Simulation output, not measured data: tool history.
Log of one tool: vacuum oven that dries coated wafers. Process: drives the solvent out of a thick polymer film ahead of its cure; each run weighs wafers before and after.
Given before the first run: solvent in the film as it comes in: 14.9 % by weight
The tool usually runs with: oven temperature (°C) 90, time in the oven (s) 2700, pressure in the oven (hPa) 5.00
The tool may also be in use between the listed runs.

| run | hour | oven temperature (°C) | time in the oven (s) | pressure in the oven (hPa) | solvent left in the film (%) |
|---|---|---|---|---|---|
| 1 | 0.0 | 90 | 2700 | 5.00 | 1.34 |
| 2 | 47.9 | 90 | 2700 | 8.24 | 1.41 |
| 3 | 94.8 | 90 | 2700 | 8.24 | 1.36 |
| 4 | 128.5 | 89 | 2700 | 5.00 | 1.51 |
| 5 | 170.6 | 89 | 2700 | 5.00 | 1.51 |
| 6 | 216.3 | 89 | 2700 | 5.00 | 1.51 |
| 7 | 235.7 | 89 | 2700 | 5.00 | 1.50 |
| 8 | 259.9 | 90 | 2700 | 5.00 | 1.34 |
| 9 | 306.1 | 90 | 2700 | 5.00 | 1.34 |
| 10 | 353.2 | 90 | 2700 | 5.00 | 1.37 |
| 11 | 378.1 | 90 | 2700 | 5.00 | 1.41 |
| 12 | 424.0 | 90 | 2700 | 5.00 | 1.29 |
| 13 | 470.3 | 90 | 2700 | 5.00 | 1.34 |
| 14 | 498.3 | 90 | 2700 | 5.00 | 1.28 |
| 15 | 541.8 | 104 | 3660 | 3.05 | 0.08 |
| 16 | 570.6 | 75 | 3780 | 3.26 | 4.03 |
| 17 | 603.5 | 90 | 3780 | 3.26 | 0.58 |
| 18 | 623.8 | 98 | 2640 | 4.20 | 0.37 |
| 19 | 653.2 | 98 | 2640 | 4.20 | 0.33 |
| 20 | 694.7 | 85 | 3240 | 13.50 | 2.02 |
| 21 | 730.0 | 91 | 1440 | 11.36 | 3.46 |

Some steps in solvent left in the film (%) between neighbouring runs. How much of each would the tool show without its hidden state too (settings, what came in, random variation), and how much is left for the hidden state, with any gauge scatter that isn't in both results?
Hidden conditions of the tool in this case: true wafer temperature over the reading, C; true pressure over the reading, kPa; drift of the gauge itself on solvent_pct, %.
Run 14 -> 15: oven temperature (°C) 90 -> 104, time in the oven (s) 2700 -> 3660, pressure in the oven (hPa) 5.00 -> 3.05. solvent left in the film (%) -1.20: hidden state -0.02, all else -1.18.
Run 15 -> 16: oven temperature (°C) 104 -> 75, time in the oven (s) 3660 -> 3780, pressure in the oven (hPa) 3.05 -> 3.26. solvent left in the film (%) +3.95: hidden state +0.04, all else +3.91.
Run 16 -> 17: oven temperature (°C) 75 -> 90. solvent left in the film (%) -3.45: hidden state -0.02, all else -3.43.

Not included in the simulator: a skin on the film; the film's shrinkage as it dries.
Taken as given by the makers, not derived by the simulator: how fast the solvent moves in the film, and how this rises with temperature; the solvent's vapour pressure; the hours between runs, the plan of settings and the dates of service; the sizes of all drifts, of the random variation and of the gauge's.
